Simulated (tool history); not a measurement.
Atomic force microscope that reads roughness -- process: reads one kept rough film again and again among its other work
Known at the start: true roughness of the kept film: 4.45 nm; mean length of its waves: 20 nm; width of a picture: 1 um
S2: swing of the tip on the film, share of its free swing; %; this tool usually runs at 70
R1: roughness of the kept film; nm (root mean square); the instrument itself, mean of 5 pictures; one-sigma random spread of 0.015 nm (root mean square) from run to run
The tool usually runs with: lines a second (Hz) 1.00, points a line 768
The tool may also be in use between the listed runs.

Run 1, hour 0.0: usual settings. Result: R1 3.225 nm (root mean square).
Run 2, hour 50.6: usual settings. Result: R1 2.830 nm (root mean square).
Run 3, hour 81.2: usual settings. Result: R1 2.644 nm (root mean square).
At hour 92.7: new tip fitted.
Run 4, hour 140.5: usual settings. Result: R1 3.171 nm (root mean square).
Run 5, hour 182.4: usual settings but S2 58 %. Result: R1 2.912 nm (root mean square).
Run 6, hour 214.6: usual settings but S2 58 %. Result: R1 2.715 nm (root mean square).
At hour 219.7: new tip fitted.
Run 7, hour 255.6: usual settings but S2 58 %. Result: R1 3.259 nm (root mean square).
Run 8, hour 316.7: usual settings but lines a second (Hz) 0.81. Result: R1 2.824 nm (root mean square).
At hour 344.2: new tip fitted.
Run 9, hour 359.9: usual settings but lines a second (Hz) 0.81. Result: R1 3.459 nm (root mean square).
Run 10, hour 396.7: usual settings but lines a second (Hz) 0.81, S2 59 %. Result: R1 3.161 nm (root mean square).
Run 11, hour 443.7: usual settings but lines a second (Hz) 3.49, S2 56 %, points a line 310. Result: R1 2.696 nm (root mean square).
At hour 470.1: new tip fitted.
Run 12, hour 491.3: usual settings but lines a second (Hz) 3.49, S2 84 %, points a line 339. Result: R1 2.795 nm (root mean square).
Run 13, hour 531.3: usual settings but lines a second (Hz) 3.49, S2 84 %, points a line 339. Result: R1 2.523 nm (root mean square).
Run 14, hour 592.1: usual settings but lines a second (Hz) 0.72, S2 58 %, points a line 339. Result: R1 2.642 nm (root mean square).
At hour 598.3: new tip fitted.
Run 15, hour 620.2: usual settings but lines a second (Hz) 0.93, S2 85 %, points a line 264. Result: R1 3.162 nm (root mean square).
Run 16, hour 684.0: usual settings but points a line 364. Result: R1 2.810 nm (root mean square).
At hour 719.3: height scale calibrated on a step standard.
At hour 722.6: new tip fitted.
Run 17, hour 740.2: usual settings but lines a second (Hz) 1.39, S2 60 %. Result: R1 3.381 nm (root mean square).

Pick out some run-to-run changes in R1. Of each, how much would a tool without hidden state show as well, from the settings, what came in and chance, and how much is left for the hidden state and any gauge scatter not in both results compared?
The tool's hidden condition here consists of: radius of the tip, nm; height scale over the true one, %; drift of the gauge itself on roughness_nm, %.
Run 8 -> 9: new tip fitted. R1 +0.635 nm (root mean square): hidden state +0.603, all else +0.032.
Run 14 -> 15: lines a second (Hz) 0.72 -> 0.93, S2 58 -> 85, points a line 339 -> 264, new tip fitted. R1 +0.520 nm (root mean square): hidden state +0.718, all else -0.198.
